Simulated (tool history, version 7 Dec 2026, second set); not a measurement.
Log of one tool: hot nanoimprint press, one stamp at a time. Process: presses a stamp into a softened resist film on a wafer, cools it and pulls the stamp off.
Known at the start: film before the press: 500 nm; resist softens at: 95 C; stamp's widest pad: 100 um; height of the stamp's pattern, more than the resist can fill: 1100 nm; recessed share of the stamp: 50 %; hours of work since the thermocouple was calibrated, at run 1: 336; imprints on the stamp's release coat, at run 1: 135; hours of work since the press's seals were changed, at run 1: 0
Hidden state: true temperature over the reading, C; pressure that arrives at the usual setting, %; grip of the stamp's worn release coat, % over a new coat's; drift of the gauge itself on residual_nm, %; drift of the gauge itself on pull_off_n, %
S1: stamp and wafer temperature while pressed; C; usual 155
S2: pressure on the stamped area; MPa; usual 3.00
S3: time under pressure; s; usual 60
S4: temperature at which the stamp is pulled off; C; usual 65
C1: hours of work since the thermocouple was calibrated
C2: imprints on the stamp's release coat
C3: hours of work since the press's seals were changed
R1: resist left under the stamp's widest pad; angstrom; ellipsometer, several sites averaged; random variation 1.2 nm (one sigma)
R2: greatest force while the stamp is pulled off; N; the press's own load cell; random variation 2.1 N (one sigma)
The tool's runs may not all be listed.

Run 1, hour 0.0: usual settings; C1 336; C2 135; C3 0. Result: R1 1699 angstrom, R2 165 N.
Run 2, hour 6.9: usual settings; C1 341; C2 163; C3 5. Result: R1 1695 angstrom, R2 165 N.
Run 3, hour 14.5: usual settings; C1 346; C2 192; C3 10. Result: R1 1680 angstrom, R2 169 N.
Run 4, hour 26.5: usual settings; C1 354; C2 240; C3 19. Result: R1 1665 angstrom, R2 168 N.
Run 5, hour 38.3: usual settings; C1 363; C2 287; C3 27. Result: R1 1676 angstrom, R2 171 N.
Run 6, hour 47.2: usual settings; C1 369; C2 322; C3 33. Result: R1 1674 angstrom, R2 168 N.
Run 7, hour 54.6: usual settings but S2 3.99 MPa; C1 374; C2 351; C3 38. Result: R1 1455 angstrom, R2 172 N.
Run 8, hour 65.1: usual settings but S2 3.99 MPa; C1 382; C2 392; C3 46. Result: R1 1460 angstrom, R2 174 N.
Run 9, hour 76.7: usual settings but S2 3.99 MPa; C1 390; C2 438; C3 54. Result: R1 1462 angstrom, R2 173 N.
Run 10, hour 88.7: usual settings but S2 3.99 MPa; C1 398; C2 485; C3 62. Result: R1 1459 angstrom, R2 179 N.
Run 11, hour 96.6: usual settings but S2 3.99 MPa; C1 404; C2 516; C3 68. Result: R1 1448 angstrom, R2 176 N.
Run 12, hour 108.1: usual settings but S1 151 C, S4 71 C; C1 412; C2 562; C3 76. Result: R1 2131 angstrom, R2 163 N.
Run 13, hour 113.6: usual settings but S1 151 C, S4 71 C; C1 416; C2 584; C3 80. Result: R1 2120 angstrom, R2 160 N.
Run 14, hour 125.9: usual settings but S1 151 C, S4 71 C; C1 424; C2 632; C3 88. Result: R1 2114 angstrom, R2 160 N.

Forecast run 15:
At hour 129.6: plate thermocouple calibrated.
Run 15, hour 136.6: usual settings but S2 2.44 MPa, S4 56 C; C1 5; C2 663; C3 94. Result: R1 ?, R2 ?.

Run 15 gave R1 1708 angstrom, R2 210 N.
Without the tool's hidden state the same run would have given R1 2026 angstrom, R2 196 N.
